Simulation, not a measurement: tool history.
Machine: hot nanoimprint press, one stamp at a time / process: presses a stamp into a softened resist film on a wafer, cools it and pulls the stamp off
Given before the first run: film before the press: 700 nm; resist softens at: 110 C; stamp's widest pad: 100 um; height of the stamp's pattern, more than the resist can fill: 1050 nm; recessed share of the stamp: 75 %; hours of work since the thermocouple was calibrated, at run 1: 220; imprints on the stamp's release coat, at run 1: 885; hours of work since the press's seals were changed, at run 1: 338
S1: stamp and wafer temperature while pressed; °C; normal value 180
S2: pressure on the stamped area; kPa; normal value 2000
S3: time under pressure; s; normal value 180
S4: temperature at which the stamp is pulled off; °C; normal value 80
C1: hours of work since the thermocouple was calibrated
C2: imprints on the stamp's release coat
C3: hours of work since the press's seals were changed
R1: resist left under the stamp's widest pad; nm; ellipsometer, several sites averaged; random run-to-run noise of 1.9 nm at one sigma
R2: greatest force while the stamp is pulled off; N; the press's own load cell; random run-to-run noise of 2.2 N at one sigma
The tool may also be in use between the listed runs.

run 1 hour=0.0 | S1=180 S2=2000 S3=180 S4=80 | C1=220 C2=885 C3=338 | R1=353.3 R2=138
run 2 hour=7.7 | S1=180 S2=2000 S3=180 S4=80 | C1=225 C2=915 C3=343 | R1=356.4 R2=137
run 3 hour=18.0 | S1=180 S2=2000 S3=180 S4=80 | C1=232 C2=956 C3=350 | R1=355.8 R2=138
run 4 hour=25.2 | S1=180 S2=2000 S3=180 S4=80 | C1=236 C2=984 C3=355 | R1=352.5 R2=139
run 5 hour=32.8 | S1=180 S2=2000 S3=180 S4=80 | C1=241 C2=1014 C3=360 | R1=356.0 R2=143
run 6 hour=43.3 | S1=180 S2=2000 S3=180 S4=80 | C1=248 C2=1055 C3=367 | R1=355.9 R2=144
run 7 hour=53.0 | S1=180 S2=2640 S3=180 S4=80 | C1=255 C2=1094 C3=373 | R1=321.4 R2=140
run 8 hour=65.8 | S1=180 S2=2640 S3=180 S4=80 | C1=263 C2=1144 C3=381 | R1=318.8 R2=143
run 9 hour=76.5 | S1=180 S2=2640 S3=104 S4=80 | C1=270 C2=1186 C3=388 | R1=390.4 R2=139
run 10 hour=89.3 | S1=180 S2=2640 S3=104 S4=80 | C1=279 C2=1236 C3=397 | R1=394.9 R2=140
-- hour=101.9 stamp cleaned and given a new release coat
run 11 hour=104.1 | S1=180 S2=2640 S3=104 S4=80 | C1=284 C2=9 C3=403 | R1=393.7 R2=128
run 12 hour=113.2 | S1=189 S2=2000 S3=180 S4=80 | C1=290 C2=44 C3=409 | R1=246.1 R2=127
run 13 hour=121.8 | S1=189 S2=2000 S3=180 S4=80 | C1=296 C2=78 C3=414 | R1=247.7 R2=125
run 14 hour=132.6 | S1=180 S2=2000 S3=180 S4=72 | C1=303 C2=121 C3=421 | R1=358.3 R2=136
run 15 hour=141.3 | S1=173 S2=3080 S3=342 S4=68 | C1=309 C2=155 C3=427 | R1=323.9 R2=145
run 16 hour=153.0 | S1=178 S2=2260 S3=143 S4=79 | C1=316 C2=201 C3=435 | R1=403.8 R2=130
run 17 hour=167.1 | S1=168 S2=2260 S3=143 S4=74 | C1=326 C2=256 C3=444 | R1=547.5 R2=137
run 18 hour=173.6 | S1=168 S2=2260 S3=143 S4=74 | C1=330 C2=282 C3=448 | R1=551.0 R2=139
run 19 hour=182.9 | S1=180 S2=1360 S3=180 S4=80 | C1=336 C2=319 C3=454 | R1=406.6 R2=131
run 20 hour=190.7 | S1=180 S2=2000 S3=100 S4=76 | C1=341 C2=349 C3=459 | R1=439.1 R2=138
run 21 hour=196.6 | S1=170 S2=2960 S3=100 S4=77 | C1=345 C2=372 C3=463 | R1=535.4 R2=138
run 22 hour=205.2 | S1=190 S2=1550 S3=285 S4=84 | C1=351 C2=406 C3=469 | R1=216.4 R2=130
run 23 hour=217.2 | S1=169 S2=2160 S3=135 S4=84 | C1=359 C2=453 C3=477 | R1=549.3 R2=130
-- hour=221.1 plate thermocouple calibrated
run 24 hour=230.4 | S1=186 S2=2160 S3=254 S4=74 | C1=6 C2=494 C3=484 | R1=226.9 R2=139
run 25 hour=239.8 | S1=186 S2=2160 S3=254 S4=74 | C1=12 C2=530 C3=490 | R1=227.6 R2=143
run 26 hour=247.2 | S1=186 S2=2160 S3=254 S4=74 | C1=17 C2=559 C3=495 | R1=230.1 R2=146
run 27 hour=255.9 | S1=170 S2=1870 S3=254 S4=80 | C1=23 C2=594 C3=500 | R1=471.5 R2=133

Alternative continuations, all from the tool just after run 27; predict every row:
run A hour=264.8 | S1=169 S2=1500 S3=254 S4=77 | C1=29 C2=629 C3=506 | R1=? R2=?
run B hour=264.8 | S1=180 S2=2000 S3=286 S4=80 | C1=29 C2=629 C3=506 | R1=? R2=?
run C hour=264.8 | S1=170 S2=1870 S3=169 S4=80 | C1=29 C2=629 C3=506 | R1=? R2=?
run D hour=264.8 | S1=180 S2=2000 S3=180 S4=69 | C1=29 C2=629 C3=506 | R1=? R2=?
run E hour=264.8 | S1=178 S2=1870 S3=254 S4=80 | C1=29 C2=629 C3=506 | R1=? R2=?

run=A R1=513.1 R2=135
run=B R1=294.6 R2=135
run=C R1=519.1 R2=135
run=D R1=351.0 R2=149
run=E R1=344.9 R2=134
Without the tool's hidden state the same runs would have given:
run=A R1=508.7 R2=126
run=B R1=289.5 R2=127
run=C R1=514.1 R2=126
run=D R1=345.5 R2=139
run=E R1=339.5 R2=126
